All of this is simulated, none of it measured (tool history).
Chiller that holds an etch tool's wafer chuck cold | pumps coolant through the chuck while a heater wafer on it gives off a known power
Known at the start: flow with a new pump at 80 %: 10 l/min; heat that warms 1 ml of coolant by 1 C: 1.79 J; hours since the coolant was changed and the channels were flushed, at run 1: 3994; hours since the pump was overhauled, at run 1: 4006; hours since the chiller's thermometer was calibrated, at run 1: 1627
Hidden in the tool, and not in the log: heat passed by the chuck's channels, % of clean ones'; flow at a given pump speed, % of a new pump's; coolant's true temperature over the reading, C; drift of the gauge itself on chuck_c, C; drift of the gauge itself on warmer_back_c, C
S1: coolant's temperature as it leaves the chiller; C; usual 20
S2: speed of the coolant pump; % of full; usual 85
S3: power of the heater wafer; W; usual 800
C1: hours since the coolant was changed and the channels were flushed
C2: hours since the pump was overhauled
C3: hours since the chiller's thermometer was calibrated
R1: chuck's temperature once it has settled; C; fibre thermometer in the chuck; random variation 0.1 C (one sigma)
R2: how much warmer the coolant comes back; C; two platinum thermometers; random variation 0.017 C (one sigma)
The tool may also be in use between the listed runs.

Run 1, hour 0: usual settings; C1 3994; C2 4006; C3 1627. Result: R1 31.8 C, R2 2.69 C.
Run 2, hour 73.9: usual settings; C1 4068; C2 4079; C3 1701. Result: R1 31.6 C, R2 2.67 C.
Run 3, hour 152.5: usual settings; C1 4147; C2 4158; C3 1780. Result: R1 31.5 C, R2 2.69 C.
Run 4, hour 310.7: usual settings; C1 4305; C2 4316; C3 1938. Result: R1 31.9 C, R2 2.7 C.
Run 5, hour 464.5: usual settings but S3 841 W; C1 4458; C2 4470; C3 2092. Result: R1 32.3 C, R2 2.84 C.
Run 6, hour 619.9: usual settings but S2 71 % of full; C1 4614; C2 4625; C3 2247. Result: R1 33.4 C, R2 3.19 C.
Run 7, hour 749.2: usual settings but S3 657 W; C1 4743; C2 4755; C3 2377. Result: R1 30.1 C, R2 2.22 C.
At hour 832.6: coolant changed, channels flushed.
Run 8, hour 872.5: usual settings but S3 657 W; C1 40; C2 4872; C3 2494. Result: R1 28.9 C, R2 2.21 C.
Run 9, hour 963.4: usual settings but S3 657 W; C1 131; C2 4963; C3 2585. Result: R1 29 C, R2 2.2 C.
At hour 971.3: chiller's thermometer calibrated.
Run 10, hour 1062.5: usual settings; C1 229; C2 5061; C3 91. Result: R1 30.9 C, R2 2.7 C.
Run 11, hour 1157.8: usual settings; C1 324; C2 5156; C3 187. Result: R1 31 C, R2 2.73 C.
Run 12, hour 1302.1: usual settings; C1 469; C2 5301; C3 331. Result: R1 31.2 C, R2 2.69 C.
Run 13, hour 1375.6: usual settings but S3 1110 W; C1 542; C2 5374; C3 404. Result: R1 35.3 C, R2 3.75 C.
Run 14, hour 1537.8: usual settings but S3 1110 W; C1 704; C2 5536; C3 566. Result: R1 35.4 C, R2 3.78 C.
At hour 1633.7: chiller's thermometer calibrated, once more.
Run 15, hour 1647.5: usual settings but S3 1110 W; C1 813; C2 5645; C3 14. Result: R1 34.5 C, R2 3.77 C.
Run 16, hour 1750.1: usual settings but S3 500 W; C1 915; C2 5748; C3 116. Result: R1 26.5 C, R2 1.71 C.
Run 17, hour 1895.6: usual settings but S3 500 W; C1 1061; C2 5893; C3 262. Result: R1 26.8 C, R2 1.67 C.
Run 18, hour 2007.3: usual settings but S3 500 W; C1 1173; C2 6005; C3 374. Result: R1 26.5 C, R2 1.72 C.
Run 19, hour 2137.8: usual settings but S3 500 W; C1 1303; C2 6135; C3 504. Result: R1 26.7 C, R2 1.71 C.
Run 20, hour 2280.7: usual settings but S1 21 C, S2 83 % of full, S3 680 W; C1 1446; C2 6278; C3 647. Result: R1 30.2 C, R2 2.36 C.
Run 21, hour 2423.5: usual settings but S1 21 C, S2 83 % of full, S3 680 W; C1 1589; C2 6421; C3 790. Result: R1 30.2 C, R2 2.4 C.
Run 22, hour 2557.4: usual settings but S2 65 % of full, S3 685 W; C1 1723; C2 6555; C3 924. Result: R1 30.9 C, R2 3.05 C.
Run 23, hour 2670.8: usual settings but S1 27 C, S2 78 % of full, S3 726 W; C1 1836; C2 6668; C3 1037. Result: R1 37.4 C, R2 2.75 C.
Run 24, hour 2757.8: usual settings but S1 27 C, S2 78 % of full, S3 726 W; C1 1923; C2 6755; C3 1124. Result: R1 37.7 C, R2 2.73 C.
Run 25, hour 2854.8: usual settings but S2 89 % of full, S3 571 W; C1 2020; C2 6852; C3 1221. Result: R1 27.6 C, R2 1.9 C.
Run 26, hour 2978.1: usual settings but S1 24 C, S2 95 % of full, S3 475 W; C1 2144; C2 6976; C3 1344. Result: R1 30.3 C, R2 1.51 C.
Run 27, hour 3131.2: usual settings but S1 28 C, S3 566 W; C1 2297; C2 7129; C3 1498. Result: R1 35.9 C, R2 1.95 C.
Run 28, hour 3241.2: usual settings but S1 22 C, S2 89 % of full, S3 1147 W; C1 2407; C2 7239; C3 1608. Result: R1 37.9 C, R2 3.85 C.
Run 29, hour 3373.6: usual settings but S1 19 C, S2 96 % of full, S3 563 W; C1 2539; C2 7371; C3 1740. Result: R1 26.6 C, R2 1.75 C.
Run 30, hour 3447: usual settings but S3 403 W; C1 2612; C2 7445; C3 1813. Result: R1 25.8 C, R2 1.43 C.
Run 31, hour 3606: usual settings but S1 16 C, S3 421 W; C1 2771; C2 7604; C3 1972. Result: R1 22.4 C, R2 1.47 C.
Run 32, hour 3691.6: usual settings but S1 25 C, S2 66 % of full, S3 421 W; C1 2857; C2 7689; C3 2058. Result: R1 32 C, R2 1.91 C.
Run 33, hour 3811.1: usual settings but S1 21 C, S2 86 % of full, S3 617 W; C1 2976; C2 7809; C3 2177. Result: R1 29.9 C, R2 2.12 C.

3 ways to go on from here, each from the tool as it stands after run 33. What would each give?
Run A, hour 3967.7: usual settings but S1 14 C, S2 73 % of full, S3 617 W; C1 3133; C2 7965; C3 2334. Result: R1 ?, R2 ?.
Run B, hour 3967.7: usual settings but S1 25 C, S2 69 % of full, S3 416 W; C1 3133; C2 7965; C3 2334. Result: R1 ?, R2 ?.
Run C, hour 3967.7: usual settings but S1 13 C, S2 62 % of full; C1 3133; C2 7965; C3 2334. Result: R1 ?, R2 ?.

run    R1    R2
  A    24  2.52
  B  31.8  1.78
  C  26.7  3.81
Without the tool's hidden state the same runs would have given:
run    R1    R2
  A  22.5  2.27
  B  30.7  1.61
  C  24.7  3.43

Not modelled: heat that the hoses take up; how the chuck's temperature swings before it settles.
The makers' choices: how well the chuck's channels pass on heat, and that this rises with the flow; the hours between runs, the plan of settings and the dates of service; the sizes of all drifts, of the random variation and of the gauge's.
